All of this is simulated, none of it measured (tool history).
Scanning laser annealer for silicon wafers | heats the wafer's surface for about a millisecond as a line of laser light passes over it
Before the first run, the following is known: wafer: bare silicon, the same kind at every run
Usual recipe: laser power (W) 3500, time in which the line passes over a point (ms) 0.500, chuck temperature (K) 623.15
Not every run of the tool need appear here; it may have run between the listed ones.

run    hour  laser power (W)  time in which the line passes over a point (ms)  chuck temperature (K)  highest temperature of the surface (K)
  1     0.0             3500                                            0.500                 623.15                                 1420.15
  2    61.4             3500                                            0.500                 623.15                                 1421.15
  3   110.7             3500                                            0.500                 623.15                                 1422.15
  4   158.7             3500                                            0.500                 623.15                                 1418.15
      196.0  -- optics aligned, line set to its width
  5   253.5             3500                                            0.500                 623.15                                 1432.15
  6   307.9             3019                                            0.500                 623.15                                 1318.15
  7   392.6             3019                                            0.500                 623.15                                 1316.15
  8   432.0             3019                                            0.500                 623.15                                 1316.15
  9   486.0             3019                                            0.500                 623.15                                 1314.15
 10   527.4             3019                                            0.500                 623.15                                 1312.15
 11   579.8             3087                                            0.500                 623.15                                 1332.15
 12   666.6             3087                                            0.500                 623.15                                 1326.15
 13   753.9             3087                                            0.500                 623.15                                 1327.15
 14   803.5             3087                                            0.500                 623.15                                 1327.15
 15   845.6             3087                                            0.500                 623.15                                 1323.15
 16   914.8             3087                                            0.500                 623.15                                 1324.15
 17   966.6             3500                                            0.500                 623.15                                 1422.15
 18  1020.6             3500                                            0.500                 623.15                                 1418.15
     1046.3  -- window over the wafer cleaned
 19  1068.6             3500                                            0.500                 623.15                                 1444.15
 20  1145.8             3500                                            0.500                 623.15                                 1442.15
 21  1214.0             3500                                            0.500                 598.15                                 1416.15
 22  1261.0             3837                                            0.504                 598.15                                 1505.15
 23  1306.9             3339                                            0.504                 643.15                                 1425.15
 24  1362.8             3339                                            0.358                 632.15                                 1280.15
 25  1416.8             3339                                            0.358                 632.15                                 1279.15
 26  1495.0             3412                                            0.500                 623.15                                 1415.15
 27  1585.7             3500                                            0.593                 623.15                                 1516.15
 28  1648.0             3412                                            0.500                 644.15                                 1437.15
 29  1716.8             3412                                            0.500                 644.15                                 1436.15
 30  1773.2             3739                                            0.413                 623.15                                 1400.15
 31  1837.7             3812                                            0.364                 623.15                                 1363.15
 32  1918.5             3633                                            0.351                 646.15                                 1336.15
 33  2004.8             3459                                            0.433                 586.15                                 1316.15
 34  2062.5             3459                                            0.449                 600.15                                 1348.15

Run 35 comes next. What will it give?
 35  2120.4             3709                                            0.368                 600.15                                       ?

{"run 35": {"highest temperature of the surface (K)": 1320.15}}
Take away the tool's hidden state, keep the run-to-run variation as it was, and the same run would have given highest temperature of the surface (K) 1345.15.
